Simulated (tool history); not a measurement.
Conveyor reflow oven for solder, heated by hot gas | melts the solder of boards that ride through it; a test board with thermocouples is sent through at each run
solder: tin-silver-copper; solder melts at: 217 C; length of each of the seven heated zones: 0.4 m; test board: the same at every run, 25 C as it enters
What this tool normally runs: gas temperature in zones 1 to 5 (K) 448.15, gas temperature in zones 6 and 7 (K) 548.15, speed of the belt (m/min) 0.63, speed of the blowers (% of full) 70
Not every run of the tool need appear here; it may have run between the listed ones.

run	hour	gas temperature in zones 1 to 5 (K)	gas temperature in zones 6 and 7 (K)	speed of the belt (m/min)	speed of the blowers (% of full)	highest temperature of the board (K)	time above the solder's melting point (s)
1	0	448.15	548.15	0.63	70	529.52	59.1
2	23.6	448.15	548.15	0.63	70	529.41	59.5
3	57.6	448.15	548.15	0.63	70	529.34	59.3
4	82.6	448.15	548.15	0.573	70	532.61	68.4
5	120.3	448.15	553.15	0.63	70	533.65	62.1
6	159.4	448.15	553.15	0.63	70	533.6	61.7
# hour 187.7: flux residue cleaned out of gas plates and filters
7	199	448.15	553.15	0.63	70	533.58	62
8	247.1	448.15	553.15	0.63	70	533.83	62
9	283.3	448.15	548.15	0.63	70	529.19	59.5
10	309.1	448.15	548.15	0.63	70	529.37	59.4
11	340.1	445.15	548.15	0.63	70	528.88	57.6
12	392.1	445.15	548.15	0.63	70	528.84	57.9
13	417.2	448.15	548.15	0.62	70	529.92	60.5
14	441	442.15	548.15	0.63	70	528.16	56.7
15	475.3	442.15	548.15	0.63	70	528.09	56.6
16	515	449.15	555.15	0.527	70	541.5	80
# hour 527.6: flux residue cleaned out of gas plates and filters
17	568.7	449.15	555.15	0.527	62	539.42	78.5
18	617.4	438.15	542.15	0.63	70	522.41	51
# hour 659.4: thermocouples of zones 6 and 7 changed
19	665.7	441.15	542.15	0.728	79	520.34	43
20	687.4	441.15	542.15	0.728	79	520.32	43.2
21	723.7	441.15	542.15	0.728	79	520.35	42.8
22	768	441.15	542.15	0.728	79	520.23	42.9
23	816.3	441.15	542.15	0.728	79	520.28	43.1
24	840.1	448.15	548.15	0.674	52	520.19	47.1
# hour 867.3: flux residue cleaned out of gas plates and filters
25	867.3	439.15	548.15	0.63	70	527.79	55.3
26	915	439.15	548.15	0.63	70	527.82	55.1
27	939	454.15	548.15	0.63	70	530.59	62.6
28	980.4	449.15	548.15	0.63	85	533.28	62.7
29	1014.2	442.15	550.15	0.754	52	514.76	34.7
30	1038.4	436.15	548.15	0.63	70	527.21	54.2

3 options for the next run, each taken on its own from the tool as it stands now. Forecast them:
A	1082.9	448.15	546.15	0.63	70	?	?
B	1082.9	436.15	541.15	0.63	70	?	?
C	1082.9	444.15	558.15	0.63	65	?	?

run	highest temperature of the board (K)	time above the solder's melting point (s)
A	527.77	58.2
B	521.16	49.6
C	535.56	61.4
Stripped of hidden state, with their random variation kept, the same runs would have yielded:
run	highest temperature of the board (K)	time above the solder's melting point (s)
A	527.79	58.2
B	521.18	49.6
C	535.57	61.4
